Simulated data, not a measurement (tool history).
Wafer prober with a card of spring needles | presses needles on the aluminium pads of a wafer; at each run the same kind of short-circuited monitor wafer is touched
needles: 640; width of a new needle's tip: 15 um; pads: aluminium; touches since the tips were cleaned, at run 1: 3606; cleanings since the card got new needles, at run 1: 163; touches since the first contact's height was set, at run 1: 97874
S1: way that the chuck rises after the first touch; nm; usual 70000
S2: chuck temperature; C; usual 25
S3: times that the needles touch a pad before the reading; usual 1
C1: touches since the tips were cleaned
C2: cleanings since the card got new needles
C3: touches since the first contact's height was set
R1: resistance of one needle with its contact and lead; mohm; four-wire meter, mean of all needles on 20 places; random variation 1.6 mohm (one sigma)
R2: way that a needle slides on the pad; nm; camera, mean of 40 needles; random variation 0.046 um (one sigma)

| run | hour | S1 | S2 | S3 | C1 | C2 | C3 | R1 | R2 |
|---|---|---|---|---|---|---|---|---|---|
| 1 | 0 | 70000 | 25 | 1 | 3606 | 163 | 97874 | 210 | 18430 |
|  | 4.8 | tips cleaned on abrasive film |
|  | 16.5 | tips cleaned on abrasive film |
|  | 28.1 | tips cleaned on abrasive film |
|  | 39.8 | tips cleaned on abrasive film |
| 2 | 47.8 | 82000 | 25 | 1 | 4139 | 167 | 122285 | 191 | 21670 |
|  | 49.9 | tips cleaned on abrasive film |
|  | 61.2 | tips cleaned on abrasive film |
|  | 72.7 | tips cleaned on abrasive film |
|  | 82.2 | tips cleaned on abrasive film |
|  | 84.5 | height of the first contact set anew |
|  | 93.8 | tips cleaned on abrasive film |
| 3 | 93.8 | 74000 | 25 | 1 | 0 | 172 | 4699 | 160 | 19660 |
|  | 103.3 | tips cleaned on abrasive film |
|  | 115.1 | tips cleaned on abrasive film |
|  | 126.7 | tips cleaned on abrasive film |
| 4 | 132.3 | 70000 | 68 | 1 | 2874 | 175 | 24402 | 209 | 18600 |
|  | 136.8 | tips cleaned on abrasive film |
|  | 146.2 | tips cleaned on abrasive film |
|  | 157.8 | tips cleaned on abrasive film |
| 5 | 163 | 70000 | 25 | 1 | 2696 | 178 | 40063 | 202 | 18520 |
|  | 167.8 | tips cleaned on abrasive film |
|  | 179.3 | tips cleaned on abrasive film |
|  | 189 | tips cleaned on abrasive film |
| 6 | 189 | 70000 | 40 | 1 | 0 | 181 | 53267 | 160 | 18490 |
|  | 200.4 | tips cleaned on abrasive film |
|  | 211.8 | tips cleaned on abrasive film |
|  | 222.6 | tips cleaned on abrasive film |
| 7 | 230.3 | 70000 | 40 | 1 | 3926 | 184 | 74369 | 215 | 18380 |
|  | 232.7 | tips cleaned on abrasive film |
|  | 244.1 | tips cleaned on abrasive film |
|  | 255.6 | tips cleaned on abrasive film |
|  | 267.4 | tips cleaned on abrasive film |
| 8 | 269.4 | 70000 | 40 | 1 | 1031 | 188 | 94327 | 182 | 18500 |
|  | 278.9 | tips cleaned on abrasive film |
|  | 290.7 | tips cleaned on abrasive film |
|  | 302.5 | tips cleaned on abrasive film |
| 9 | 309.3 | 70000 | 40 | 1 | 3530 | 191 | 114734 | 217 | 18310 |
|  | 314.1 | tips cleaned on abrasive film |
|  | 325.2 | tips cleaned on abrasive film |
|  | 336.5 | tips cleaned on abrasive film |
| 10 | 343 | 70000 | 40 | 1 | 3323 | 194 | 131898 | 210 | 18240 |
|  | 347.8 | tips cleaned on abrasive film |
|  | 359 | tips cleaned on abrasive film |
|  | 359.3 | height of the first contact set anew |
|  | 370.6 | tips cleaned on abrasive film |
|  | 382.3 | tips cleaned on abrasive film |
| 11 | 382.3 | 70000 | 40 | 1 | 2 | 198 | 11759 | 164 | 18570 |
|  | 394.1 | tips cleaned on abrasive film |
|  | 405.5 | tips cleaned on abrasive film |
|  | 415 | tips cleaned on abrasive film |
| 12 | 418.3 | 70000 | 40 | 1 | 1690 | 201 | 30140 | 189 | 18540 |
|  | 425.2 | tips cleaned on abrasive film |
|  | 437 | tips cleaned on abrasive film |
|  | 448.7 | tips cleaned on abrasive film |
| 13 | 453.3 | 87000 | 25 | 1 | 2350 | 204 | 47992 | 184 | 23160 |
|  | 460.4 | tips cleaned on abrasive film |
|  | 472.3 | tips cleaned on abrasive film |
| 14 | 475 | 69000 | 56 | 3 | 1380 | 206 | 59070 | 176 | 18240 |
|  | 482.1 | tips cleaned on abrasive film |
|  | 493.7 | tips cleaned on abrasive film |
| 15 | 500.9 | 68000 | 71 | 2 | 3670 | 208 | 72311 | 202 | 17950 |
|  | 503.3 | tips cleaned on abrasive film |
|  | 512.8 | tips cleaned on abrasive film |
|  | 524.5 | tips cleaned on abrasive film |
| 16 | 532.8 | 73000 | 48 | 2 | 4295 | 211 | 88610 | 194 | 19230 |
|  | 535.1 | tips cleaned on abrasive film |
|  | 546.5 | tips cleaned on abrasive film |
|  | 557.8 | tips cleaned on abrasive film |
| 17 | 560.3 | 73000 | 48 | 2 | 1272 | 214 | 102607 | 178 | 19170 |
|  | 567.4 | tips cleaned on abrasive film |
|  | 579 | tips cleaned on abrasive film |
|  | 590.9 | tips cleaned on abrasive film |
|  | 602.7 | tips cleaned on abrasive film |
| 18 | 605.1 | 64000 | 43 | 1 | 1247 | 218 | 125475 | 196 | 16800 |
|  | 612.2 | tips cleaned on abrasive film |
|  | 624.1 | tips cleaned on abrasive film |
| 19 | 629.2 | 64000 | 43 | 1 | 2614 | 220 | 137749 | 225 | 16680 |
|  | 635.9 | tips cleaned on abrasive film |
|  | 636.2 | height of the first contact set anew |
|  | 648 | tips cleaned on abrasive film |
|  | 659.3 | tips cleaned on abrasive film |
| 20 | 659.3 | 64000 | 50 | 2 | 0 | 223 | 11773 | 170 | 17000 |
|  | 670.4 | tips cleaned on abrasive film |
|  | 681.5 | tips cleaned on abrasive film |
|  | 693.2 | tips cleaned on abrasive film |
|  | 702.9 | tips cleaned on abrasive film |
| 21 | 702.9 | 62000 | 45 | 2 | 0 | 227 | 34013 | 170 | 16400 |
|  | 712.3 | tips cleaned on abrasive film |
|  | 724.1 | tips cleaned on abrasive film |
|  | 734.3 | tips cleaned on abrasive film |
| 22 | 734.3 | 54000 | 25 | 1 | 0 | 230 | 50077 | 176 | 14240 |
|  | 745.9 | tips cleaned on abrasive film |
|  | 757.2 | tips cleaned on abrasive film |
| 23 | 757.2 | 70000 | 63 | 2 | 0 | 232 | 61736 | 166 | 18570 |
|  | 768.6 | tips cleaned on abrasive film |
|  | 778.1 | tips cleaned on abrasive film |
|  | 789.9 | tips cleaned on abrasive film |
|  | 801.7 | tips cleaned on abrasive film |
| 24 | 801.7 | 80000 | 25 | 1 | 0 | 236 | 84470 | 159 | 21190 |
|  | 813.4 | tips cleaned on abrasive film |
|  | 825.2 | tips cleaned on abrasive film |
| 25 | 830.2 | 70000 | 77 | 2 | 2559 | 238 | 99020 | 192 | 18400 |
|  | 835 | tips cleaned on abrasive film |
|  | 846.6 | tips cleaned on abrasive film |
|  | 858.4 | tips cleaned on abrasive film |
| 26 | 867.1 | 70000 | 77 | 2 | 4479 | 241 | 117873 | 203 | 18420 |

5 ways to go on from here, each from the tool as it stands after run 26. What would each give?
|  | 869.5 | tips cleaned on abrasive film |
|  | 881.1 | tips cleaned on abrasive film |
|  | 892.9 | tips cleaned on abrasive film |
| A | 901.9 | 53000 | 25 | 2 | 4620 | 244 | 135625 | ? | ? |
|  | 869.5 | tips cleaned on abrasive film |
|  | 881.1 | tips cleaned on abrasive film |
|  | 892.9 | tips cleaned on abrasive film |
| B | 901.9 | 64000 | 77 | 2 | 4620 | 244 | 135625 | ? | ? |
|  | 869.5 | tips cleaned on abrasive film |
|  | 881.1 | tips cleaned on abrasive film |
|  | 892.9 | tips cleaned on abrasive film |
| C | 901.9 | 70000 | 64 | 2 | 4620 | 244 | 135625 | ? | ? |
|  | 869.5 | tips cleaned on abrasive film |
|  | 881.1 | tips cleaned on abrasive film |
|  | 892.9 | tips cleaned on abrasive film |
| D | 901.9 | 50000 | 79 | 1 | 4620 | 244 | 135625 | ? | ? |
|  | 869.5 | tips cleaned on abrasive film |
|  | 881.1 | tips cleaned on abrasive film |
|  | 892.9 | tips cleaned on abrasive film |
| E | 901.9 | 70000 | 98 | 1 | 4620 | 244 | 135625 | ? | ? |

| run | R1 | R2 |
|---|---|---|
| A | 235 | 13870 |
| B | 215 | 16720 |
| C | 204 | 18230 |
| D | 293 | 12990 |
| E | 230 | 18330 |
Without the tool's hidden state the same runs would have given:
| run | R1 | R2 |
|---|---|---|
| A | 161 | 14180 |
| B | 165 | 17020 |
| C | 161 | 18540 |
| D | 170 | 13290 |
| E | 165 | 18630 |
